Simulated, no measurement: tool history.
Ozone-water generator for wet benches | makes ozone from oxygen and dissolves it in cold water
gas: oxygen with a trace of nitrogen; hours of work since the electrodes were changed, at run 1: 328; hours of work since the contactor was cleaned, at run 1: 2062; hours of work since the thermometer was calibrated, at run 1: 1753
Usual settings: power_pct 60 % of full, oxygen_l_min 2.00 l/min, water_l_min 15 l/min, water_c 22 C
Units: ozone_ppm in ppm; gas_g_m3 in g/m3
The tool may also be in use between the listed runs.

run,hour,power_pct,oxygen_l_min,water_l_min,water_c,hours of work since the electrodes were changed,hours of work since the contactor was cleaned,hours of work since the thermometer was calibrated,ozone_ppm,gas_g_m3
1,0.0,60,2.00,15,22,328,2062,1753,8.7,149.4
2,50.4,60,2.00,15,22,373,2107,1798,8.5,147.3
3,85.6,60,2.00,15,22,405,2139,1830,8.6,147.0
4,130.2,60,2.00,15,22,445,2179,1870,8.7,147.6
5,170.6,60,2.00,15,22,482,2216,1907,8.4,147.3
6,199.2,60,2.00,15,22,507,2241,1932,8.6,147.0
7,248.7,60,2.00,11,22,552,2286,1977,11.4,146.6
8,297.7,60,2.00,11,22,596,2330,2021,11.0,147.0
9,329.1,60,2.00,15,23,625,2359,2050,8.6,145.8
10,371.3,60,2.00,15,23,663,2397,2088,8.5,146.0

The next listed run, before its measurement:
11,403.0,60,2.47,15,17,692,2425,2116,?,?

{"run 11": {"ozone_ppm": 9.1, "gas_g_m3": 130.4}}
Without the tool's hidden state the same run would have given ozone_ppm 9.7 ppm, gas_g_m3 133.1 g/m3.
